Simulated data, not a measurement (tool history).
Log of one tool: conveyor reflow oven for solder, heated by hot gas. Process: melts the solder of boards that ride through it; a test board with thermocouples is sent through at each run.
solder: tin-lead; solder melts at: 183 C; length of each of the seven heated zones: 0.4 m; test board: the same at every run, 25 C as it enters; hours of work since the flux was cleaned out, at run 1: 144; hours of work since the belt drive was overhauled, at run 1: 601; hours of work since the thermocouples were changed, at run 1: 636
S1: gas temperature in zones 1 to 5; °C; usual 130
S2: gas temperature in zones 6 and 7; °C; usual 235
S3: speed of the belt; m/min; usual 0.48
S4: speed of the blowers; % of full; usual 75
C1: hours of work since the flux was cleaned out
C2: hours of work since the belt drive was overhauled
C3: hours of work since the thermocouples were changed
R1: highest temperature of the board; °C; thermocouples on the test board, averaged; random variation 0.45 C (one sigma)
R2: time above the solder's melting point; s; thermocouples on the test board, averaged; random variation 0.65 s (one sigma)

{"run": 1, "day": 0.0, "S1": 130, "S2": 235, "S3": 0.48, "S4": 75, "C1": 144, "C2": 601, "C3": 636, "R1": 216.5, "R2": 69.1}
{"run": 2, "day": 1.317, "S1": 130, "S2": 225, "S3": 0.48, "S4": 75, "C1": 168, "C2": 625, "C3": 660, "R1": 208.3, "R2": 60.5}
{"run": 3, "day": 3.025, "S1": 130, "S2": 225, "S3": 0.48, "S4": 75, "C1": 200, "C2": 656, "C3": 692, "R1": 207.3, "R2": 60.5}
{"run": 4, "day": 4.188, "S1": 130, "S2": 227, "S3": 0.48, "S4": 75, "C1": 221, "C2": 678, "C3": 713, "R1": 209.3, "R2": 62.7}
{"run": 5, "day": 5.575, "S1": 130, "S2": 227, "S3": 0.48, "S4": 75, "C1": 247, "C2": 703, "C3": 739, "R1": 208.9, "R2": 62.9}
{"run": 6, "day": 6.379, "S1": 130, "S2": 235, "S3": 0.48, "S4": 71, "C1": 261, "C2": 718, "C3": 754, "R1": 214.9, "R2": 69.2}
{"run": 7, "day": 7.742, "S1": 130, "S2": 235, "S3": 0.48, "S4": 75, "C1": 287, "C2": 743, "C3": 779, "R1": 216.3, "R2": 70.3}
{"run": 8, "day": 8.454, "S1": 130, "S2": 235, "S3": 0.48, "S4": 75, "C1": 300, "C2": 757, "C3": 792, "R1": 217.5, "R2": 70.5}
{"run": 9, "day": 9.412, "S1": 130, "S2": 235, "S3": 0.48, "S4": 75, "C1": 317, "C2": 774, "C3": 809, "R1": 216.4, "R2": 69.1}
{"run": 10, "day": 10.454, "S1": 130, "S2": 235, "S3": 0.48, "S4": 75, "C1": 337, "C2": 793, "C3": 829, "R1": 216, "R2": 69.8}
{"day": 10.746, "done": "flux residue cleaned out of gas plates and filters"}
{"run": 11, "day": 12.183, "S1": 130, "S2": 235, "S3": 0.48, "S4": 75, "C1": 26, "C2": 822, "C3": 857, "R1": 216.4, "R2": 69.3}
{"run": 12, "day": 12.871, "S1": 130, "S2": 235, "S3": 0.48, "S4": 75, "C1": 39, "C2": 834, "C3": 869, "R1": 216.1, "R2": 70}
{"run": 13, "day": 14.454, "S1": 130, "S2": 235, "S3": 0.48, "S4": 51, "C1": 68, "C2": 863, "C3": 899, "R1": 211.1, "R2": 62.6}
{"day": 15.4, "done": "thermocouples of zones 6 and 7 changed"}
{"run": 14, "day": 15.867, "S1": 130, "S2": 235, "S3": 0.48, "S4": 75, "C1": 93, "C2": 888, "C3": 9, "R1": 216.1, "R2": 70}
{"run": 15, "day": 16.692, "S1": 130, "S2": 235, "S3": 0.48, "S4": 75, "C1": 108, "C2": 903, "C3": 24, "R1": 216, "R2": 69.8}
{"day": 18.283, "done": "belt drive overhauled, speed set with a stopwatch"}
{"run": 16, "day": 18.471, "S1": 144, "S2": 235, "S3": 0.39, "S4": 75, "C1": 138, "C2": 3, "C3": 54, "R1": 225, "R2": 103.7}
{"run": 17, "day": 19.667, "S1": 144, "S2": 235, "S3": 0.39, "S4": 75, "C1": 160, "C2": 25, "C3": 76, "R1": 223.7, "R2": 104.2}
{"run": 18, "day": 21.321, "S1": 141, "S2": 235, "S3": 0.417, "S4": 61, "C1": 190, "C2": 56, "C3": 106, "R1": 220.9, "R2": 91.3}
{"run": 19, "day": 22.767, "S1": 141, "S2": 240, "S3": 0.426, "S4": 83, "C1": 217, "C2": 83, "C3": 133, "R1": 228.2, "R2": 95.1}
{"run": 20, "day": 24.154, "S1": 130, "S2": 230, "S3": 0.48, "S4": 51, "C1": 243, "C2": 108, "C3": 158, "R1": 207, "R2": 56.2}
{"run": 21, "day": 25.729, "S1": 130, "S2": 230, "S3": 0.453, "S4": 86, "C1": 272, "C2": 137, "C3": 188, "R1": 215.7, "R2": 74}
{"run": 22, "day": 26.883, "S1": 130, "S2": 241, "S3": 0.414, "S4": 51, "C1": 293, "C2": 159, "C3": 209, "R1": 221.2, "R2": 87}
{"run": 23, "day": 28.521, "S1": 127, "S2": 236, "S3": 0.488, "S4": 74, "C1": 323, "C2": 189, "C3": 239, "R1": 215.8, "R2": 65.5}
{"day": 29.542, "done": "flux residue cleaned out of gas plates and filters"}
{"run": 24, "day": 29.983, "S1": 120, "S2": 238, "S3": 0.552, "S4": 62, "C1": 8, "C2": 212, "C3": 262, "R1": 208.2, "R2": 47.6}
{"run": 25, "day": 30.817, "S1": 130, "S2": 234, "S3": 0.48, "S4": 75, "C1": 24, "C2": 227, "C3": 277, "R1": 215.6, "R2": 69.3}
{"run": 26, "day": 32.088, "S1": 130, "S2": 234, "S3": 0.48, "S4": 74, "C1": 47, "C2": 251, "C3": 301, "R1": 215.2, "R2": 68.7}
{"run": 27, "day": 33.096, "S1": 143, "S2": 235, "S3": 0.522, "S4": 76, "C1": 66, "C2": 269, "C3": 320, "R1": 215.5, "R2": 70}
{"run": 28, "day": 34.771, "S1": 143, "S2": 235, "S3": 0.387, "S4": 76, "C1": 96, "C2": 300, "C3": 350, "R1": 224.9, "R2": 105.4}
{"run": 29, "day": 36.383, "S1": 143, "S2": 235, "S3": 0.387, "S4": 76, "C1": 126, "C2": 330, "C3": 380, "R1": 224.3, "R2": 105.3}
{"run": 30, "day": 37.467, "S1": 136, "S2": 235, "S3": 0.48, "S4": 75, "C1": 146, "C2": 350, "C3": 400, "R1": 216.6, "R2": 73.6}

Forecast each of these 3 alternatives for the next run:
{"run": "A", "day": 38.554, "S1": 142, "S2": 237, "S3": 0.454, "S4": 75, "C1": 166, "C2": 370, "C3": 420, "R1": "?", "R2": "?"}
{"run": "B", "day": 38.554, "S1": 136, "S2": 238, "S3": 0.475, "S4": 63, "C1": 166, "C2": 370, "C3": 420, "R1": "?", "R2": "?"}
{"run": "C", "day": 38.554, "S1": 122, "S2": 235, "S3": 0.432, "S4": 86, "C1": 166, "C2": 370, "C3": 420, "R1": "?", "R2": "?"}

run=A R1=222.4 R2=84.5
run=B R1=217.7 R2=73.5
run=C R1=220 R2=80.6
Without the tool's hidden state the same runs would have given:
run=A R1=222.5 R2=84.6
run=B R1=217.8 R2=73.5
run=C R1=220.1 R2=80.7

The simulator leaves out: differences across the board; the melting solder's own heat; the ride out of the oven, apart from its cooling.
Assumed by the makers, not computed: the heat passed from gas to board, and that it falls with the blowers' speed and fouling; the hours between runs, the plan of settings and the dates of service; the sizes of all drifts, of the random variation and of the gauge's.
